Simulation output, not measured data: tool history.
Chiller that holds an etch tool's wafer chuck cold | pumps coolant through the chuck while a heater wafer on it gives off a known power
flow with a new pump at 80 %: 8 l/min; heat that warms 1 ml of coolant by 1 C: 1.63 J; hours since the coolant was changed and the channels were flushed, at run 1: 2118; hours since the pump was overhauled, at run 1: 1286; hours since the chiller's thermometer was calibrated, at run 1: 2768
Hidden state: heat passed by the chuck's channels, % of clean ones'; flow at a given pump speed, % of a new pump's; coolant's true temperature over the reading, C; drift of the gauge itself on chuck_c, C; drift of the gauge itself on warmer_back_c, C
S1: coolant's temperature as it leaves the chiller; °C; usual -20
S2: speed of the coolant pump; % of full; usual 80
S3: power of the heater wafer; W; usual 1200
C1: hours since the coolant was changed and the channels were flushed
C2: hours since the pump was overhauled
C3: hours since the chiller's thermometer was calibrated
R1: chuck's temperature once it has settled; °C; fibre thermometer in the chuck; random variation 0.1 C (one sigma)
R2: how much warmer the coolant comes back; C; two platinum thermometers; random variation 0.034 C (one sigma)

{"run": 1, "hour": 0.0, "S1": -20, "S2": 80, "S3": 1200, "C1": 2118, "C2": 1286, "C3": 2768, "R1": -9.0, "R2": 5.52}
{"run": 2, "hour": 52.7, "S1": -20, "S2": 80, "S3": 1200, "C1": 2171, "C2": 1339, "C3": 2821, "R1": -9.1, "R2": 5.51}
{"run": 3, "hour": 107.0, "S1": -20, "S2": 80, "S3": 1200, "C1": 2225, "C2": 1393, "C3": 2875, "R1": -9.1, "R2": 5.6}
{"run": 4, "hour": 169.3, "S1": -20, "S2": 80, "S3": 1200, "C1": 2287, "C2": 1456, "C3": 2937, "R1": -8.9, "R2": 5.6}
{"run": 5, "hour": 199.0, "S1": -20, "S2": 80, "S3": 1200, "C1": 2317, "C2": 1485, "C3": 2967, "R1": -9.1, "R2": 5.51}
{"run": 6, "hour": 237.6, "S1": -20, "S2": 80, "S3": 1200, "C1": 2355, "C2": 1524, "C3": 3006, "R1": -9.0, "R2": 5.45}
{"run": 7, "hour": 295.0, "S1": -20, "S2": 80, "S3": 1200, "C1": 2413, "C2": 1581, "C3": 3063, "R1": -8.9, "R2": 5.55}
{"run": 8, "hour": 332.3, "S1": -18, "S2": 80, "S3": 1200, "C1": 2450, "C2": 1618, "C3": 3100, "R1": -6.8, "R2": 5.56}
{"run": 9, "hour": 372.4, "S1": -18, "S2": 80, "S3": 1200, "C1": 2490, "C2": 1659, "C3": 3140, "R1": -6.9, "R2": 5.56}
{"run": 10, "hour": 419.9, "S1": -18, "S2": 80, "S3": 1200, "C1": 2538, "C2": 1706, "C3": 3188, "R1": -7.1, "R2": 5.52}
{"run": 11, "hour": 472.3, "S1": -18, "S2": 80, "S3": 1200, "C1": 2590, "C2": 1759, "C3": 3240, "R1": -7.1, "R2": 5.57}

Run 12 comes next. What will it give?
{"run": 12, "hour": 512.1, "S1": -24, "S2": 80, "S3": 633, "C1": 2630, "C2": 1798, "C3": 3280, "R1": "?", "R2": "?"}

R1: -18.3 °C
R2: 2.94 C
Without the tool's hidden state the same run would have given R1 -18.3 °C, R2 2.94 C.
